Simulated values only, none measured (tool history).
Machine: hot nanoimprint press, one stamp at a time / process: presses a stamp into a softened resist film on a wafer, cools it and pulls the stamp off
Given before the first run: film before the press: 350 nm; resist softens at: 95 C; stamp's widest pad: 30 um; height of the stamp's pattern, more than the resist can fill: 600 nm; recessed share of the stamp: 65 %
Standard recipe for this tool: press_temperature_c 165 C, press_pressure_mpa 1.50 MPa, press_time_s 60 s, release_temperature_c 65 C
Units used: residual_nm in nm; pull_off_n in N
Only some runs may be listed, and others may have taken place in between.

run   hour  press_temperature_c  press_pressure_mpa  press_time_s  release_temperature_c  residual_nm  pull_off_n
  1    0.0                  165                1.50            60                     65        178.1         140
  2    9.8                  165                1.50            60                     65        177.2         146
  3   24.2                  165                1.50            60                     65        178.5         149
  4   35.6                  165                1.50            60                     72        179.2         140
  5   46.3                  165                1.50            60                     65        179.6         156
  6   64.2                  165                1.50            60                     65        180.6         163
  7   74.9                  165                1.50            60                     65        178.9         159
  8   86.3                  165                1.50            60                     65        179.5         160
  9   97.0                  165                1.50            60                     65        178.5         163
 10  111.6                  165                1.50            60                     65        178.8         160
 11  121.1                  165                1.50            60                     65        178.6         172
 12  132.4                  165                1.09            33                     62        242.1         171
 13  144.4                  165                1.50            31                     61        217.8         174
 14  154.3                  165                1.50            30                     54        221.6         194
 15  165.0                  165                1.50            30                     54        223.8         193
 16  181.3                  175                1.79           104                     72         79.5         157
 17  191.8                  176                1.50            54                     65        108.7         178
 18  200.7                  168                0.99            61                     64        189.1         180
     210.7  -- stamp cleaned and given a new release coat
 19  219.7                  157                0.99            48                     64        296.5         127
 20  233.9                  157                0.99            48                     64        294.6         131
     253.9  -- plate thermocouple calibrated
 21  254.6                  176                1.50            60                     65        101.0         132
 22  268.7                  176                1.50            60                     65        102.4         135

Forecast each of these 5 alternatives for the next run:
  A  280.6                  165                1.44           101                     56            ?           ?
  B  280.6                  176                1.87            60                     71            ?           ?
  C  280.6                  175                1.18            60                     65            ?           ?
  D  280.6                  169                1.50            60                     57            ?           ?
  E  280.6                  165                0.91            51                     65            ?           ?

run  residual_nm  pull_off_n
  A        148.7         150
  B         90.2         122
  C        123.0         138
  D        143.6         152
  E        230.2         133
The same runs, with their run-to-run variation unchanged, on a tool lacking any hidden condition would have given:
run  residual_nm  pull_off_n
  A        146.5         138
  B         88.9         112
  C        121.3         127
  D        141.5         139
  E        227.6         122
